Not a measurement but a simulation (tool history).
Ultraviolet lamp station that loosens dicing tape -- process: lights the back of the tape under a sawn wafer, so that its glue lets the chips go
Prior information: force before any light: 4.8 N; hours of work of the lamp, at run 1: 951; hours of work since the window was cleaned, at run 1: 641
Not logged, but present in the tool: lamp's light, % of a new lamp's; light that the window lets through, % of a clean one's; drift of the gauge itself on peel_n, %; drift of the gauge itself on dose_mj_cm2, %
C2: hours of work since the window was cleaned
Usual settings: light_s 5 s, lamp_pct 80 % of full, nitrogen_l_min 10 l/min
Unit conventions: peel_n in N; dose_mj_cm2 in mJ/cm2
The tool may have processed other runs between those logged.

Run 1, hour 0: usual settings; hours of work of the lamp 951; C2 641. Result: peel_n 0.936 N, dose_mj_cm2 239 mJ/cm2.
Run 2, hour 34.5: usual settings; hours of work of the lamp 967; C2 657. Result: peel_n 0.948 N, dose_mj_cm2 235 mJ/cm2.
At hour 51: window cleaned of glue's vapour.
Run 3, hour 86: usual settings but lamp_pct 99 % of full; hours of work of the lamp 992; C2 17. Result: peel_n 0.725 N, dose_mj_cm2 275 mJ/cm2.
Run 4, hour 151.3: usual settings but lamp_pct 99 % of full; hours of work of the lamp 1023; C2 48. Result: peel_n 0.765 N, dose_mj_cm2 271 mJ/cm2.
Run 5, hour 217.7: usual settings but lamp_pct 99 % of full; hours of work of the lamp 1055; C2 80. Result: peel_n 0.748 N, dose_mj_cm2 271 mJ/cm2.
Run 6, hour 286.8: usual settings but light_s 2 s; hours of work of the lamp 1088; C2 113. Result: peel_n 2.656 N, dose_mj_cm2 86 mJ/cm2.
At hour 322.6: window cleaned of glue's vapour, once more.
Run 7, hour 344.7: usual settings but light_s 2 s, lamp_pct 89 % of full, nitrogen_l_min 5 l/min; hours of work of the lamp 1115; C2 11. Result: peel_n 2.543 N, dose_mj_cm2 115 mJ/cm2.
Run 8, hour 397.3: usual settings but lamp_pct 71 % of full, nitrogen_l_min 18 l/min; hours of work of the lamp 1140; C2 36. Result: peel_n 0.699 N, dose_mj_cm2 230 mJ/cm2.
Run 9, hour 430.6: usual settings but lamp_pct 71 % of full, nitrogen_l_min 18 l/min; hours of work of the lamp 1156; C2 52. Result: peel_n 0.738 N, dose_mj_cm2 228 mJ/cm2.
Run 10, hour 471.3: usual settings but light_s 3 s, lamp_pct 71 % of full, nitrogen_l_min 8 l/min; hours of work of the lamp 1176; C2 71. Result: peel_n 2.087 N, dose_mj_cm2 137 mJ/cm2.
Run 11, hour 539.7: usual settings but light_s 6 s, lamp_pct 63 % of full, nitrogen_l_min 8 l/min; hours of work of the lamp 1208; C2 104. Result: peel_n 1.056 N, dose_mj_cm2 242 mJ/cm2.

Forecast each of these 3 alternatives for the next run:
Run A, hour 608.7: usual settings but light_s 6 s, lamp_pct 63 % of full, nitrogen_l_min 6 l/min; hours of work of the lamp 1241; C2 137. Result: peel_n ?, dose_mj_cm2 ?.
Run B, hour 608.7: usual settings but light_s 6 s, lamp_pct 77 % of full, nitrogen_l_min 4 l/min; hours of work of the lamp 1241; C2 137. Result: peel_n ?, dose_mj_cm2 ?.
Run C, hour 608.7: usual settings but light_s 6 s, lamp_pct 76 % of full, nitrogen_l_min 4 l/min; hours of work of the lamp 1241; C2 137. Result: peel_n ?, dose_mj_cm2 ?.

run  peel_n  dose_mj_cm2
  A   1.276          240
  B   1.231          290
  C    1.23          286
What these runs would have given with no unlogged condition in the tool:
run  peel_n  dose_mj_cm2
  A   0.854          313
  B   0.816          380
  C   0.818          374
